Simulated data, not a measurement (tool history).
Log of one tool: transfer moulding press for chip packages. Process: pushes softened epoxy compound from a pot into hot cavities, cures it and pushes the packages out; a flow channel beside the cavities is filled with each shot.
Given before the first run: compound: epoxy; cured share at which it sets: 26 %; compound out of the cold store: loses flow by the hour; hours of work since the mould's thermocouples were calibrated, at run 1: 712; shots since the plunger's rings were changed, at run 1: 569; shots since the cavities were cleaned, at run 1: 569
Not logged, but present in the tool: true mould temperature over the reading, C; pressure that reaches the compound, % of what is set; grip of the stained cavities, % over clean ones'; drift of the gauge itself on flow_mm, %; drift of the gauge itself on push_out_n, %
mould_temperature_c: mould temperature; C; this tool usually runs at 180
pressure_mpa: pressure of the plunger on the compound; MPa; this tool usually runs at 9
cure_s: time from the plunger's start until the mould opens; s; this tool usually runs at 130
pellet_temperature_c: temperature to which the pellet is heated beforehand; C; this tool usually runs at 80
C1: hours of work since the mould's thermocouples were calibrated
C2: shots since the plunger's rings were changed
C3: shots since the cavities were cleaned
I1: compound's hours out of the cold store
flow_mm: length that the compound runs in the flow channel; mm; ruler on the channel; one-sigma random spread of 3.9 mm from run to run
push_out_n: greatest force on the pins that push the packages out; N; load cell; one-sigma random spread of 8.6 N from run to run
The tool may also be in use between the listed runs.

{"run": 1, "day": 0.0, "mould_temperature_c": 180, "pressure_mpa": 9, "cure_s": 130, "pellet_temperature_c": 80, "C1": 712, "C2": 569, "C3": 569, "I1": 9.9, "flow_mm": 937, "push_out_n": 397}
{"day": 0.817, "done": "cavities cleaned with cleaning compound and waxed"}
{"run": 2, "day": 2.679, "mould_temperature_c": 180, "pressure_mpa": 9, "cure_s": 130, "pellet_temperature_c": 80, "C1": 744, "C2": 1012, "C3": 316, "I1": 33.3, "flow_mm": 816, "push_out_n": 384}
{"day": 5.142, "done": "cavities cleaned with cleaning compound and waxed"}
{"run": 3, "day": 6.521, "mould_temperature_c": 180, "pressure_mpa": 9, "cure_s": 130, "pellet_temperature_c": 80, "C1": 790, "C2": 1654, "C3": 234, "I1": 40.2, "flow_mm": 781, "push_out_n": 376}
{"day": 9.438, "done": "cavities cleaned with cleaning compound and waxed"}
{"run": 4, "day": 10.192, "mould_temperature_c": 180, "pressure_mpa": 9, "cure_s": 130, "pellet_temperature_c": 80, "C1": 835, "C2": 2266, "C3": 128, "I1": 26.8, "flow_mm": 838, "push_out_n": 387}
{"day": 11.35, "done": "mould's thermocouples calibrated"}
{"run": 5, "day": 13.129, "mould_temperature_c": 180, "pressure_mpa": 9, "cure_s": 130, "pellet_temperature_c": 80, "C1": 22, "C2": 2751, "C3": 613, "I1": 20.1, "flow_mm": 874, "push_out_n": 391}
{"day": 13.7, "done": "cavities cleaned with cleaning compound and waxed"}
{"run": 6, "day": 16.692, "mould_temperature_c": 180, "pressure_mpa": 9, "cure_s": 130, "pellet_temperature_c": 80, "C1": 65, "C2": 3344, "C3": 507, "I1": 26, "flow_mm": 846, "push_out_n": 400}
{"day": 17.875, "done": "cavities cleaned with cleaning compound and waxed"}
{"run": 7, "day": 19.25, "mould_temperature_c": 180, "pressure_mpa": 9, "cure_s": 130, "pellet_temperature_c": 80, "C1": 96, "C2": 3768, "C3": 233, "I1": 37, "flow_mm": 798, "push_out_n": 369}
{"run": 8, "day": 21.371, "mould_temperature_c": 180, "pressure_mpa": 9, "cure_s": 130, "pellet_temperature_c": 80, "C1": 122, "C2": 4128, "C3": 593, "I1": 30.7, "flow_mm": 821, "push_out_n": 373}
{"day": 22.008, "done": "cavities cleaned with cleaning compound and waxed"}
{"run": 9, "day": 25.012, "mould_temperature_c": 180, "pressure_mpa": 9, "cure_s": 130, "pellet_temperature_c": 80, "C1": 166, "C2": 4735, "C3": 509, "I1": 47.4, "flow_mm": 745, "push_out_n": 382}
{"day": 26.129, "done": "cavities cleaned with cleaning compound and waxed"}
{"run": 10, "day": 27.467, "mould_temperature_c": 180, "pressure_mpa": 9, "cure_s": 130, "pellet_temperature_c": 80, "C1": 196, "C2": 5141, "C3": 227, "I1": 28, "flow_mm": 835, "push_out_n": 376}
{"day": 27.942, "done": "plunger's sealing rings changed"}
{"day": 30.4, "done": "cavities cleaned with cleaning compound and waxed"}
{"run": 11, "day": 30.438, "mould_temperature_c": 180, "pressure_mpa": 9, "cure_s": 130, "pellet_temperature_c": 80, "C1": 230, "C2": 413, "C3": 6, "I1": 27.4, "flow_mm": 836, "push_out_n": 384}
{"run": 12, "day": 33.325, "mould_temperature_c": 180, "pressure_mpa": 9, "cure_s": 130, "pellet_temperature_c": 80, "C1": 266, "C2": 903, "C3": 496, "I1": 14.7, "flow_mm": 900, "push_out_n": 378}
{"day": 34.488, "done": "cavities cleaned with cleaning compound and waxed"}
{"run": 13, "day": 37.233, "mould_temperature_c": 180, "pressure_mpa": 9, "cure_s": 130, "pellet_temperature_c": 80, "C1": 313, "C2": 1556, "C3": 467, "I1": 46.4, "flow_mm": 751, "push_out_n": 365}
{"day": 38.771, "done": "cavities cleaned with cleaning compound and waxed"}
{"run": 14, "day": 41.279, "mould_temperature_c": 182, "pressure_mpa": 9, "cure_s": 113, "pellet_temperature_c": 80, "C1": 362, "C2": 2231, "C3": 425, "I1": 46.9, "flow_mm": 739, "push_out_n": 410}
{"day": 43.167, "done": "cavities cleaned with cleaning compound and waxed"}
{"run": 15, "day": 44.362, "mould_temperature_c": 182, "pressure_mpa": 9, "cure_s": 113, "pellet_temperature_c": 80, "C1": 399, "C2": 2744, "C3": 203, "I1": 17.2, "flow_mm": 889, "push_out_n": 421}
{"run": 16, "day": 46.808, "mould_temperature_c": 182, "pressure_mpa": 9, "cure_s": 146, "pellet_temperature_c": 80, "C1": 430, "C2": 3159, "C3": 618, "I1": 34, "flow_mm": 801, "push_out_n": 350}
{"day": 47.358, "done": "cavities cleaned with cleaning compound and waxed"}
{"run": 17, "day": 49.467, "mould_temperature_c": 180, "pressure_mpa": 9, "cure_s": 147, "pellet_temperature_c": 76, "C1": 462, "C2": 3600, "C3": 358, "I1": 47.1, "flow_mm": 743, "push_out_n": 346}
{"day": 51.567, "done": "cavities cleaned with cleaning compound and waxed"}
{"run": 18, "day": 52.946, "mould_temperature_c": 180, "pressure_mpa": 10, "cure_s": 130, "pellet_temperature_c": 80, "C1": 504, "C2": 4180, "C3": 234, "I1": 14.6, "flow_mm": 953, "push_out_n": 412}

The next listed run, before its measurement:
{"day": 55.7, "done": "cavities cleaned with cleaning compound and waxed"}
{"run": 19, "day": 56.325, "mould_temperature_c": 184, "pressure_mpa": 8.61, "cure_s": 150, "pellet_temperature_c": 89, "C1": 545, "C2": 4742, "C3": 106, "I1": 11.7, "flow_mm": "?", "push_out_n": "?"}

{"run 19": {"flow_mm": 895, "push_out_n": 353}}
Take away the tool's hidden state, keep the run-to-run variation as it was, and the same run would have given flow_mm 895 mm, push_out_n 352 N.

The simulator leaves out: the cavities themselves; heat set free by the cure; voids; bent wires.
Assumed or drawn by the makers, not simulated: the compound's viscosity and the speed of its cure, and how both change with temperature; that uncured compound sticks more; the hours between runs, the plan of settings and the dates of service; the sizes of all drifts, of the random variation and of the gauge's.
